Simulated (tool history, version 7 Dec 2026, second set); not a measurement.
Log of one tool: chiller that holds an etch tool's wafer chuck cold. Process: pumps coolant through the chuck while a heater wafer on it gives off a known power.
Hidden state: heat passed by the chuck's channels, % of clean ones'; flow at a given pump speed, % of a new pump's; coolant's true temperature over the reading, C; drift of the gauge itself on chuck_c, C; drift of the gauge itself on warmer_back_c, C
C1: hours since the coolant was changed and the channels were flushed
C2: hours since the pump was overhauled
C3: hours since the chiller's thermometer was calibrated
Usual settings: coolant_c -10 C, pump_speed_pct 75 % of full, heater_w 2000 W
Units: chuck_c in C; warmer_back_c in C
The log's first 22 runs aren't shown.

Run 23, hour 931.4: usual settings but coolant_c -19 C, pump_speed_pct 74 % of full, heater_w 2662 W; C1 7007; C2 3284; C3 1460. Result: chuck_c 23.0 C, warmer_back_c 8.95 C.
Run 24, hour 986.8: usual settings but coolant_c -19 C, pump_speed_pct 74 % of full, heater_w 2662 W; C1 7062; C2 3339; C3 1515. Result: chuck_c 22.9 C, warmer_back_c 9.00 C.
Run 25, hour 1029.1: usual settings but coolant_c -19 C, pump_speed_pct 74 % of full, heater_w 1312 W; C1 7104; C2 3382; C3 1558. Result: chuck_c 1.6 C, warmer_back_c 4.35 C.
Run 26, hour 1087.2: usual settings but coolant_c -7 C, pump_speed_pct 63 % of full, heater_w 2489 W; C1 7162; C2 3440; C3 1616. Result: chuck_c 38.9 C, warmer_back_c 10.04 C.
Run 27, hour 1128.2: usual settings but coolant_c -7 C, pump_speed_pct 86 % of full, heater_w 1031 W; C1 7203; C2 3481; C3 1657. Result: chuck_c 7.2 C, warmer_back_c 2.88 C.
Run 28, hour 1174.0: usual settings but coolant_c -7 C, pump_speed_pct 86 % of full, heater_w 1031 W; C1 7249; C2 3526; C3 1703. Result: chuck_c 7.1 C, warmer_back_c 2.93 C.
Run 29, hour 1233.4: usual settings but coolant_c -16 C, pump_speed_pct 63 % of full, heater_w 1506 W; C1 7309; C2 3586; C3 1762. Result: chuck_c 11.9 C, warmer_back_c 6.14 C.
Run 30, hour 1276.5: usual settings but pump_speed_pct 61 % of full, heater_w 1139 W; C1 7352; C2 3629; C3 1805. Result: chuck_c 11.6 C, warmer_back_c 4.81 C.
Run 31, hour 1323.5: usual settings but coolant_c -7 C, pump_speed_pct 61 % of full, heater_w 1028 W; C1 7399; C2 3676; C3 1852. Result: chuck_c 12.6 C, warmer_back_c 4.31 C.
Run 32, hour 1367.0: usual settings but coolant_c -7 C, pump_speed_pct 61 % of full, heater_w 1028 W; C1 7442; C2 3719; C3 1896. Result: chuck_c 12.6 C, warmer_back_c 4.34 C.

4 ways to go on from here, each from the tool as it stands after run 32. What would each give?
Run A, hour 1399.5: usual settings but heater_w 1138 W; C1 7475; C2 3752; C3 1928. Result: chuck_c ?, warmer_back_c ?.
Run B, hour 1399.5: usual settings but coolant_c -14 C, heater_w 1731 W; C1 7475; C2 3752; C3 1928. Result: chuck_c ?, warmer_back_c ?.
Run C, hour 1399.5: usual settings but coolant_c -13 C, pump_speed_pct 70 % of full, heater_w 1086 W; C1 7475; C2 3752; C3 1928. Result: chuck_c ?, warmer_back_c ?.
Run D, hour 1399.5: usual settings but coolant_c -15 C, pump_speed_pct 84 % of full, heater_w 1017 W; C1 7475; C2 3752; C3 1928. Result: chuck_c ?, warmer_back_c ?.

run  chuck_c  warmer_back_c
  A      8.0           3.82
  B     13.4           5.82
  C      5.2           3.91
  D     -0.7           3.00
Without the tool's hidden state the same runs would have given:
run  chuck_c  warmer_back_c
  A      4.7           3.51
  B      8.2           5.35
  C      1.8           3.60
  D     -3.3           2.76
